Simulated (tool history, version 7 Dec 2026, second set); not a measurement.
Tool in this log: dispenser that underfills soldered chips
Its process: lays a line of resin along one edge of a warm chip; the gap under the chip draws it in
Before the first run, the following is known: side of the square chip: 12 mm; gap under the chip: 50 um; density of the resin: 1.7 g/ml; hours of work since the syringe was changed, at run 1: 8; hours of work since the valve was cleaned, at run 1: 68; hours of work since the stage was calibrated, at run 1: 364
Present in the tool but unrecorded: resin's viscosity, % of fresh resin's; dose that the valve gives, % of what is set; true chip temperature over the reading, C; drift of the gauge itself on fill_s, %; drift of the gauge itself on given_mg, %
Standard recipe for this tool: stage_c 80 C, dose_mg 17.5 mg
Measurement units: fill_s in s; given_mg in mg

run,hour,stage_c,dose_mg,hours of work since the syringe was changed,hours of work since the valve was cleaned,hours of work since the stage was calibrated,fill_s,given_mg
1,0.0,80,17.5,8,68,364,212.2,16.26
# hour 1.8: new syringe of resin
2,7.2,80,17.5,4,74,369,187.9,16.31
# hour 14.1: new syringe of resin
3,16.8,80,17.5,2,81,376,166.6,16.11
4,24.7,80,17.5,8,87,382,216.8,16.11
# hour 25.9: new syringe of resin
5,34.2,80,17.5,6,94,389,204.2,15.80
# hour 37.5: new syringe of resin
6,41.7,80,17.5,3,99,395,176.8,15.90
7,47.7,80,17.5,8,104,399,216.8,15.85
# hour 49.1: new syringe of resin
8,55.3,80,17.5,5,109,405,190.9,15.62
# hour 61.0: new syringe of resin
9,64.5,80,17.5,3,116,412,174.8,15.49
# hour 66.2: dispensing valve cleaned and set on the balance
# hour 73.6: new syringe of resin
10,77.0,80,17.5,3,8,420,168.1,17.53
11,82.1,80,17.5,7,12,424,200.1,17.47
# hour 85.1: new syringe of resin
12,89.6,80,17.5,3,17,429,178.2,17.26
# hour 97.1: new syringe of resin
13,99.2,80,17.5,2,24,436,160.1,17.18
14,104.5,80,17.5,6,28,440,193.8,17.04
# hour 108.8: new syringe of resin
15,114.8,80,15.6,5,36,448,191.8,15.18
# hour 120.3: new syringe of resin
16,124.1,75,15.6,3,43,455,220.8,15.11
# hour 131.8: new syringe of resin
17,133.4,75,15.6,1,50,462,204.0,15.01
18,142.1,65,19.2,8,56,468,439.8,18.26
# hour 143.3: new syringe of resin
19,152.5,76,15.2,7,64,476,263.2,14.43
# hour 155.3: new syringe of resin
20,162.2,76,15.2,5,71,483,239.4,14.32
# hour 167.3: new syringe of resin
21,168.7,76,15.2,1,76,488,193.1,14.13
22,175.9,76,21.0,7,81,493,231.9,19.28
# hour 179.3: new syringe of resin
23,185.1,76,17.9,4,88,500,217.7,16.51
# hour 191.0: new syringe of resin
24,191.0,76,17.9,0,92,504,175.1,16.27
25,201.2,76,17.9,8,100,512,254.8,16.24
# hour 202.4: new syringe of resin
26,213.1,87,15.4,8,109,521,160.9,13.73
# hour 214.2: new syringe of resin
27,221.2,76,18.7,5,114,527,226.1,16.59
# hour 225.1: dispensing valve cleaned and set on the balance
# hour 227.0: new syringe of resin
28,228.2,76,18.7,1,2,531,180.2,18.74
# hour 238.6: new syringe of resin
29,240.7,66,16.6,2,11,540,313.8,16.40
# hour 250.2: new syringe of resin
30,250.4,66,16.6,0,18,547,296.7,16.32
31,257.5,90,21.2,6,24,553,112.7,20.58
# hour 261.7: new syringe of resin
32,267.2,78,17.5,4,31,560,191.2,17.08
# hour 273.6: new syringe of resin
33,274.7,70,19.3,1,36,565,239.7,18.59
34,280.9,74,19.1,5,41,570,245.3,18.42

Pick out some run-to-run changes in fill_s. Of each, how much would a tool without hidden state show as well, from the settings, what came in and chance, and how much is left for the hidden state and any gauge scatter not in both results compared?
Run 17 -> 18: stage_c 75 -> 65, dose_mg 15.6 -> 19.2. fill_s +235.8 s: hidden state +97.8, all else +138.0.
Run 18 -> 19: stage_c 65 -> 76, dose_mg 19.2 -> 15.2, new syringe of resin. fill_s -176.6 s: hidden state -30.4, all else -146.2.
Run 24 -> 25: settings left as they were, no log entry in between. fill_s +79.7 s: hidden state +75.3, all else +4.4.
Run 30 -> 31: stage_c 66 -> 90, dose_mg 16.6 -> 21.2. fill_s -184.0 s: hidden state +62.0, all else -246.0.
